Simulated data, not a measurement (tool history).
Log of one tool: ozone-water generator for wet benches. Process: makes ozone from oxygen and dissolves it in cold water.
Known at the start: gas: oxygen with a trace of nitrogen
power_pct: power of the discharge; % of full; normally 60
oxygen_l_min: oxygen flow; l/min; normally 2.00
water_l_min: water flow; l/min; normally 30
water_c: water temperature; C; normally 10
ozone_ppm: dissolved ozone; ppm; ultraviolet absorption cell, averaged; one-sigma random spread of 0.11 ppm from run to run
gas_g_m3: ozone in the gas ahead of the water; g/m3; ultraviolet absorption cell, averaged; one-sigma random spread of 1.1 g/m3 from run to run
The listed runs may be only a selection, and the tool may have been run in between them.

{"run": 1, "hour": 0.0, "power_pct": 60, "oxygen_l_min": 2.0, "water_l_min": 30, "water_c": 10, "ozone_ppm": 6.5, "gas_g_m3": 191.7}
{"run": 2, "hour": 12.8, "power_pct": 60, "oxygen_l_min": 2.0, "water_l_min": 30, "water_c": 10, "ozone_ppm": 6.4, "gas_g_m3": 187.5}
{"run": 3, "hour": 32.4, "power_pct": 72, "oxygen_l_min": 2.0, "water_l_min": 30, "water_c": 10, "ozone_ppm": 7.1, "gas_g_m3": 219.5}
{"run": 4, "hour": 61.5, "power_pct": 60, "oxygen_l_min": 3.55, "water_l_min": 30, "water_c": 10, "ozone_ppm": 7.7, "gas_g_m3": 145.6}
{"run": 5, "hour": 89.5, "power_pct": 60, "oxygen_l_min": 2.0, "water_l_min": 30, "water_c": 10, "ozone_ppm": 6.4, "gas_g_m3": 189.9}
{"run": 6, "hour": 117.5, "power_pct": 60, "oxygen_l_min": 2.0, "water_l_min": 30, "water_c": 10, "ozone_ppm": 6.3, "gas_g_m3": 189.2}
{"run": 7, "hour": 145.8, "power_pct": 60, "oxygen_l_min": 2.0, "water_l_min": 28, "water_c": 10, "ozone_ppm": 6.9, "gas_g_m3": 191.3}
{"run": 8, "hour": 162.6, "power_pct": 60, "oxygen_l_min": 2.0, "water_l_min": 30, "water_c": 10, "ozone_ppm": 6.3, "gas_g_m3": 192.3}
{"run": 9, "hour": 177.2, "power_pct": 60, "oxygen_l_min": 2.0, "water_l_min": 30, "water_c": 10, "ozone_ppm": 6.4, "gas_g_m3": 191.9}
{"run": 10, "hour": 207.0, "power_pct": 60, "oxygen_l_min": 2.0, "water_l_min": 30, "water_c": 10, "ozone_ppm": 6.7, "gas_g_m3": 189.3}
{"run": 11, "hour": 237.9, "power_pct": 60, "oxygen_l_min": 2.0, "water_l_min": 30, "water_c": 10, "ozone_ppm": 6.2, "gas_g_m3": 188.4}
{"run": 12, "hour": 267.0, "power_pct": 60, "oxygen_l_min": 2.0, "water_l_min": 30, "water_c": 10, "ozone_ppm": 6.4, "gas_g_m3": 191.0}
{"run": 13, "hour": 291.3, "power_pct": 60, "oxygen_l_min": 2.0, "water_l_min": 30, "water_c": 10, "ozone_ppm": 6.3, "gas_g_m3": 189.3}
{"run": 14, "hour": 320.6, "power_pct": 60, "oxygen_l_min": 2.0, "water_l_min": 30, "water_c": 10, "ozone_ppm": 6.4, "gas_g_m3": 190.5}
{"run": 15, "hour": 351.1, "power_pct": 60, "oxygen_l_min": 2.0, "water_l_min": 30, "water_c": 10, "ozone_ppm": 6.4, "gas_g_m3": 190.9}
{"run": 16, "hour": 378.6, "power_pct": 60, "oxygen_l_min": 2.0, "water_l_min": 30, "water_c": 13, "ozone_ppm": 6.4, "gas_g_m3": 187.6}
{"run": 17, "hour": 394.7, "power_pct": 55, "oxygen_l_min": 2.0, "water_l_min": 30, "water_c": 5, "ozone_ppm": 6.1, "gas_g_m3": 177.7}
{"run": 18, "hour": 421.7, "power_pct": 50, "oxygen_l_min": 2.0, "water_l_min": 32, "water_c": 5, "ozone_ppm": 5.5, "gas_g_m3": 165.4}
{"run": 19, "hour": 448.8, "power_pct": 87, "oxygen_l_min": 2.0, "water_l_min": 45, "water_c": 14, "ozone_ppm": 5.2, "gas_g_m3": 250.3}
{"run": 20, "hour": 465.7, "power_pct": 87, "oxygen_l_min": 2.0, "water_l_min": 45, "water_c": 14, "ozone_ppm": 5.2, "gas_g_m3": 251.4}
{"run": 21, "hour": 494.8, "power_pct": 87, "oxygen_l_min": 1.34, "water_l_min": 26, "water_c": 6, "ozone_ppm": 8.6, "gas_g_m3": 305.6}
{"run": 22, "hour": 514.9, "power_pct": 60, "oxygen_l_min": 2.57, "water_l_min": 21, "water_c": 6, "ozone_ppm": 10.4, "gas_g_m3": 168.7}
{"run": 23, "hour": 535.1, "power_pct": 72, "oxygen_l_min": 1.9, "water_l_min": 21, "water_c": 9, "ozone_ppm": 10.6, "gas_g_m3": 221.5}
{"run": 24, "hour": 560.6, "power_pct": 72, "oxygen_l_min": 1.9, "water_l_min": 21, "water_c": 9, "ozone_ppm": 10.5, "gas_g_m3": 220.9}
{"run": 25, "hour": 580.7, "power_pct": 74, "oxygen_l_min": 2.87, "water_l_min": 21, "water_c": 9, "ozone_ppm": 12.3, "gas_g_m3": 187.8}
{"run": 26, "hour": 607.1, "power_pct": 74, "oxygen_l_min": 2.69, "water_l_min": 21, "water_c": 9, "ozone_ppm": 12.1, "gas_g_m3": 191.6}
{"run": 27, "hour": 635.3, "power_pct": 74, "oxygen_l_min": 2.69, "water_l_min": 21, "water_c": 9, "ozone_ppm": 12.1, "gas_g_m3": 190.8}
{"run": 28, "hour": 662.5, "power_pct": 82, "oxygen_l_min": 2.69, "water_l_min": 20, "water_c": 9, "ozone_ppm": 13.7, "gas_g_m3": 207.8}
{"run": 29, "hour": 682.9, "power_pct": 51, "oxygen_l_min": 1.15, "water_l_min": 29, "water_c": 8, "ozone_ppm": 4.4, "gas_g_m3": 214.2}
{"run": 30, "hour": 699.6, "power_pct": 60, "oxygen_l_min": 1.1, "water_l_min": 30, "water_c": 10, "ozone_ppm": 4.9, "gas_g_m3": 248.1}
{"run": 31, "hour": 727.7, "power_pct": 44, "oxygen_l_min": 1.16, "water_l_min": 33, "water_c": 15, "ozone_ppm": 3.6, "gas_g_m3": 190.9}
{"run": 32, "hour": 750.0, "power_pct": 76, "oxygen_l_min": 2.62, "water_l_min": 41, "water_c": 16, "ozone_ppm": 5.7, "gas_g_m3": 198.7}

The log once held 2 entries between its listed runs, left out of this copy. Where does each go, and what is different about the tool's unlogged condition between the listed run before it and the listed run after it?
Between runs 11 and 12: contactor cleaned (hour 243.5)
  contactor's efficiency, % of a clean one's: 98.8 -> 98.1
  the result without the hidden state subtracted from the measured one, ozone_ppm: -0.1 -> -0.2 ppm; gas_g_m3: -2.8 -> -2.9 g/m3
Between runs 13 and 14: contactor cleaned, once more (hour 300.3)
  contactor's efficiency, % of a clean one's: 98.1 -> 99.9
  the result without the hidden state subtracted from the measured one, ozone_ppm: -0.1 -> -0.1 ppm; gas_g_m3: -3.0 -> -3.1 g/m3

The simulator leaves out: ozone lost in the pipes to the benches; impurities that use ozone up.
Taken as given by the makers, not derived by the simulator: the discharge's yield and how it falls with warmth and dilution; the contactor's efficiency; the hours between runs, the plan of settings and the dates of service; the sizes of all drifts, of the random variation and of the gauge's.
